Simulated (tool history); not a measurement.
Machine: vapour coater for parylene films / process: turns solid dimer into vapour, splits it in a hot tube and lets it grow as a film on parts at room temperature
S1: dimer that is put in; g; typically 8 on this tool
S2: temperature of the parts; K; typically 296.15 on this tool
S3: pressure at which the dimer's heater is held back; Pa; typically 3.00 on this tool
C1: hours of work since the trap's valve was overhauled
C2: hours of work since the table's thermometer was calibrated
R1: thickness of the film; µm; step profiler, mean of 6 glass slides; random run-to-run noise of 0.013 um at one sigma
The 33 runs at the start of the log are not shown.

run   hour  S1      S2    S3   C1   C2    R1
 34  529.9   4  291.15  8.86  136  257  1.68
 35  550.7   8  293.15  3.00  145  266  3.71
 36  563.2   8  293.15  3.00  151  272  3.72
 37  584.6   8  293.15  3.00  160  282  3.71
 38  596.4   4  291.15  5.01  166  287  1.82
 39  617.9   4  301.15  5.01  175  297  1.31
 40  634.3   4  301.15  5.01  183  304  1.34
 41  647.4   4  301.15  5.01  189  310  1.33
 42  662.7   8  295.15  3.00  196  317  3.46
 43  685.1  10  289.15  3.47  206  327  5.07
 44  698.4  10  289.15  3.47  212  333  5.08
 45  709.0   4  290.15  7.36  216  338  1.73
 46  723.4   8  302.15  3.00  223  344  2.77
 47  739.8   8  302.15  3.00  230  352  2.76

Below are 3 alternative next runs, each starting from the tool's condition after run 47. Predict each:
     754.5  -- trap's valve overhauled
  A  765.2   6  302.15   3.00   5  361   ?
     754.5  -- trap's valve overhauled
  B  765.2  14  296.15  10.01   5  361   ?
     754.5  -- trap's valve overhauled
  C  765.2   4  300.15   4.42   5  361   ?

run    R1
  A  2.17
  B  5.04
  C  1.45
Without the tool's hidden state the same runs would have given:
run    R1
  A  2.18
  B  5.07
  C  1.46

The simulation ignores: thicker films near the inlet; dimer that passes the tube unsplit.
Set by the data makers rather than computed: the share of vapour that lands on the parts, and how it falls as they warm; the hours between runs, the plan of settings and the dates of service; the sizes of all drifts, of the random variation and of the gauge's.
